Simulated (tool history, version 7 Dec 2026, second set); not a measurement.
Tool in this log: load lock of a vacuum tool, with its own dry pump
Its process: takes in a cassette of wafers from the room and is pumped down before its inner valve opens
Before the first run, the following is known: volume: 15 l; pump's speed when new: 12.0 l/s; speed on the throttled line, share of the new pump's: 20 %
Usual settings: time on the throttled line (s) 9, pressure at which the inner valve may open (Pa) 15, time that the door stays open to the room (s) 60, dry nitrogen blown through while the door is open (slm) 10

run,hour,time on the throttled line (s),pressure at which the inner valve may open (Pa),time that the door stays open to the room (s),dry nitrogen blown through while the door is open (slm),"incoming humidity of the room's air, %",time from the closed door until the inner valve may open (s),rise of the pressure with all valves shut (Pa/min)
1,0,9,15,60,10,49.5,19.5,0.087
2,154.1,9,15,60,10,45.4,19.3,0.082
3,305.3,9,15,60,10,46,19.2,0.09
4,425.3,9,15,60,10,45.4,19,0.095
5,568.6,9,15,60,10,45.5,19.1,0.099
6,725.3,9,15,60,10,42.7,19.2,0.099
7,871.5,9,15,60,10,47.3,19.4,0.109
8,1045.7,9,15,60,10,44.9,19.4,0.112
9,1186.1,9,15,34,10,45.8,19.3,0.11
10,1323,9,15,34,10,44.4,19.6,0.108
11,1397.7,9,15,34,10,43.1,19.3,0.112
12,1468,9,15,60,5,43.6,19.5,0.147
13,1589.3,9,15,60,5,49.1,19.7,0.16
14,1731.9,6,15,60,10,45.8,17.7,0.143
15,1860.8,6,15,60,10,41.6,17.2,0.143
16,1991.1,6,15,60,10,46.5,17.3,0.153
17,2095.1,5,15,60,10,47.9,16.6,0.157
18,2173.9,8,15,60,10,42.6,18.8,0.161
19,2264.8,8,15,60,10,45.6,18.7,0.166
20,2365.1,9,10,87,10,47.3,20.2,0.177
21,2471.2,9,10,106,7,45.3,20.3,0.198
22,2558.7,9,10,106,7,46.5,20.2,0.202
23,2657.1,4,13,27,11,44.1,16,0.167
24,2780.1,9,15,60,26,45.4,19.5,0.163
25,2858.5,10,17,139,10,44.7,20.6,0.211
26,2970.3,9,24,106,10,45.1,19,0.206
27,3104.8,9,24,106,10,42.7,19.1,0.215
28,3184.9,9,24,63,38,44.3,19.4,0.183
29,3332,9,16,63,38,44.8,19.5,0.191
30,3486.3,14,24,60,13,43.2,23,0.219
31,3600.6,14,24,60,13,45.8,22.7,0.231
32,3743.5,14,13,145,13,47.3,23.9,0.256
33,3897.3,14,13,145,13,42,23.9,0.26
34,4055,6,13,142,13,43.9,17.8,0.263
35,4162.3,6,13,132,13,44.9,17.8,0.273
36,4294.4,6,13,132,13,45.3,18.1,0.281
37,4387.6,8,16,165,10,41.9,19.1,0.303
38,4506.2,9,29,97,10,43.4,18.8,0.298

Forecast each of these 3 alternatives for the next run:
A,4652.8,16,15,60,10,43.1,?,?
B,4652.8,9,16,34,11,43.7,?,?
C,4652.8,11,29,97,10,48.9,?,?

run,time from the closed door until the inner valve may open (s),rise of the pressure with all valves shut (Pa/min)
A,25.3,0.294
B,19.8,0.286
C,20.6,0.318
Without the tool's unlogged condition, the same runs would have read:
run,time from the closed door until the inner valve may open (s),rise of the pressure with all valves shut (Pa/min)
A,23.8,0.059
B,18.1,0.051
C,19,0.079

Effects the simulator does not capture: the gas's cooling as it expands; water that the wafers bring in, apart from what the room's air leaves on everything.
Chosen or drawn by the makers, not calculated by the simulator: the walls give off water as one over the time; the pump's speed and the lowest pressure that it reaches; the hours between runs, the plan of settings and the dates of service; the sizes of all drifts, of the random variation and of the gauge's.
